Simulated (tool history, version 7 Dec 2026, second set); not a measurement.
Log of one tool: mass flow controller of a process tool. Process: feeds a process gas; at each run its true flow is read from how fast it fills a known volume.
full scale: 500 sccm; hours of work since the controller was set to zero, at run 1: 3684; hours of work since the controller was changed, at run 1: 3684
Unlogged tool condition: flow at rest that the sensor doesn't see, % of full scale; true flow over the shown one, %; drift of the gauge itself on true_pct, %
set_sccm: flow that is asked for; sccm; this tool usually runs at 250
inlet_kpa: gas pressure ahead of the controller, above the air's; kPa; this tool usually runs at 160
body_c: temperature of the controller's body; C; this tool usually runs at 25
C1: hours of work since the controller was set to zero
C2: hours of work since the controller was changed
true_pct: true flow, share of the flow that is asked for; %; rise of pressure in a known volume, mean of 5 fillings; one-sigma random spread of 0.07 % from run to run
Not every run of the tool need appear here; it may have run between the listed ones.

run 1 hour=0 | set_sccm=250 inlet_kpa=160 body_c=25 | C1=3684 C2=3684 | true_pct=100.92
run 2 hour=190.2 | set_sccm=250 inlet_kpa=160 body_c=25 | C1=3798 C2=3798 | true_pct=100.77
run 3 hour=393.8 | set_sccm=455 inlet_kpa=160 body_c=25 | C1=3920 C2=3920 | true_pct=101.23
run 4 hour=571.9 | set_sccm=455 inlet_kpa=160 body_c=25 | C1=4027 C2=4027 | true_pct=101.27
run 5 hour=732.9 | set_sccm=217 inlet_kpa=160 body_c=25 | C1=4124 C2=4124 | true_pct=101.08
run 6 hour=943.5 | set_sccm=217 inlet_kpa=160 body_c=25 | C1=4250 C2=4250 | true_pct=101.05
run 7 hour=1048 | set_sccm=217 inlet_kpa=160 body_c=25 | C1=4313 C2=4313 | true_pct=101.09
run 8 hour=1157.3 | set_sccm=217 inlet_kpa=160 body_c=25 | C1=4379 C2=4379 | true_pct=101.3
run 9 hour=1350.5 | set_sccm=217 inlet_kpa=160 body_c=25 | C1=4495 C2=4495 | true_pct=101.4
run 10 hour=1556.1 | set_sccm=217 inlet_kpa=160 body_c=25 | C1=4618 C2=4618 | true_pct=101.31
run 11 hour=1695.4 | set_sccm=78 inlet_kpa=160 body_c=25 | C1=4702 C2=4702 | true_pct=102.78
run 12 hour=1807.9 | set_sccm=250 inlet_kpa=160 body_c=25 | C1=4770 C2=4770 | true_pct=101.4
run 13 hour=1958.7 | set_sccm=250 inlet_kpa=160 body_c=25 | C1=4860 C2=4860 | true_pct=101.51
run 14 hour=2087.2 | set_sccm=250 inlet_kpa=160 body_c=25 | C1=4937 C2=4937 | true_pct=101.5
-- hour=2102.4 controller's zero set anew
run 15 hour=2174.2 | set_sccm=250 inlet_kpa=163 body_c=25 | C1=43 C2=4989 | true_pct=102.1
run 16 hour=2301.3 | set_sccm=250 inlet_kpa=163 body_c=25 | C1=119 C2=5066 | true_pct=102.04
run 17 hour=2431.9 | set_sccm=250 inlet_kpa=163 body_c=25 | C1=198 C2=5144 | true_pct=102.26
run 18 hour=2600.9 | set_sccm=250 inlet_kpa=160 body_c=29 | C1=299 C2=5246 | true_pct=102.1
run 19 hour=2783.5 | set_sccm=250 inlet_kpa=149 body_c=29 | C1=409 C2=5355 | true_pct=101.88
run 20 hour=2881 | set_sccm=250 inlet_kpa=149 body_c=29 | C1=468 C2=5414 | true_pct=102.04
run 21 hour=3051.8 | set_sccm=250 inlet_kpa=160 body_c=28 | C1=570 C2=5517 | true_pct=102.16
-- hour=3225.6 controller's zero set anew, once more
run 22 hour=3225.6 | set_sccm=250 inlet_kpa=160 body_c=28 | C1=0 C2=5621 | true_pct=100.66
run 23 hour=3345.7 | set_sccm=250 inlet_kpa=160 body_c=28 | C1=72 C2=5693 | true_pct=100.63
run 24 hour=3468.8 | set_sccm=250 inlet_kpa=160 body_c=28 | C1=146 C2=5767 | true_pct=100.79
run 25 hour=3560.2 | set_sccm=250 inlet_kpa=183 body_c=25 | C1=201 C2=5822 | true_pct=101
run 26 hour=3742.4 | set_sccm=307 inlet_kpa=194 body_c=35 | C1=310 C2=5931 | true_pct=100.93
run 27 hour=3945.8 | set_sccm=307 inlet_kpa=194 body_c=35 | C1=433 C2=6053 | true_pct=100.9
run 28 hour=4138.7 | set_sccm=404 inlet_kpa=270 body_c=35 | C1=549 C2=6169 | true_pct=101.48
run 29 hour=4239.9 | set_sccm=71 inlet_kpa=156 body_c=26 | C1=609 C2=6230 | true_pct=101
run 30 hour=4378.9 | set_sccm=71 inlet_kpa=231 body_c=26 | C1=693 C2=6314 | true_pct=101.3
run 31 hour=4571.1 | set_sccm=281 inlet_kpa=276 body_c=28 | C1=808 C2=6429 | true_pct=101.63
run 32 hour=4753.9 | set_sccm=144 inlet_kpa=243 body_c=25 | C1=918 C2=6539 | true_pct=101.53
run 33 hour=4860.3 | set_sccm=126 inlet_kpa=168 body_c=20 | C1=982 C2=6603 | true_pct=101.3
run 34 hour=5012.2 | set_sccm=419 inlet_kpa=271 body_c=30 | C1=1073 C2=6694 | true_pct=101.99
run 35 hour=5210.7 | set_sccm=295 inlet_kpa=160 body_c=26 | C1=1193 C2=6813 | true_pct=101.36
run 36 hour=5376.7 | set_sccm=280 inlet_kpa=160 body_c=25 | C1=1292 C2=6913 | true_pct=101.37
run 37 hour=5580.8 | set_sccm=141 inlet_kpa=143 body_c=25 | C1=1415 C2=7036 | true_pct=101.31
run 38 hour=5699.7 | set_sccm=122 inlet_kpa=160 body_c=31 | C1=1486 C2=7107 | true_pct=101.2
run 39 hour=5805.3 | set_sccm=122 inlet_kpa=160 body_c=31 | C1=1550 C2=7170 | true_pct=101.41
run 40 hour=5947.4 | set_sccm=122 inlet_kpa=160 body_c=22 | C1=1635 C2=7256 | true_pct=101.69
run 41 hour=6112 | set_sccm=122 inlet_kpa=270 body_c=22 | C1=1734 C2=7355 | true_pct=102.24
run 42 hour=6280 | set_sccm=283 inlet_kpa=220 body_c=32 | C1=1835 C2=7456 | true_pct=101.63
run 43 hour=6464.9 | set_sccm=283 inlet_kpa=220 body_c=28 | C1=1946 C2=7567 | true_pct=101.87
run 44 hour=6658.1 | set_sccm=61 inlet_kpa=220 body_c=30 | C1=2062 C2=7683 | true_pct=102.63
run 45 hour=6790.9 | set_sccm=431 inlet_kpa=160 body_c=26 | C1=2142 C2=7762 | true_pct=102.1
run 46 hour=6945 | set_sccm=431 inlet_kpa=160 body_c=26 | C1=2234 C2=7855 | true_pct=101.99
run 47 hour=7060.4 | set_sccm=431 inlet_kpa=160 body_c=26 | C1=2304 C2=7924 | true_pct=102.1
run 48 hour=7195.7 | set_sccm=431 inlet_kpa=160 body_c=26 | C1=2385 C2=8006 | true_pct=102.22

Some steps in true_pct, run to run, broken into two amounts with sign: the step expected even without the hidden condition (settings, incoming material, random variation), and the rest, left for the hidden condition together with whatever gauge scatter is not in both the measured and the hidden-condition-free result:
Run 10 -> 11: set_sccm 217 -> 78. true_pct +1.47 %: hidden state +1.8, all else -0.33.
Run 11 -> 12: set_sccm 78 -> 250. true_pct -1.38 %: hidden state -1.86, all else +0.48.
Run 21 -> 22: controller's zero set anew, once more. true_pct -1.5 %: hidden state -1.51, all else +0.01.
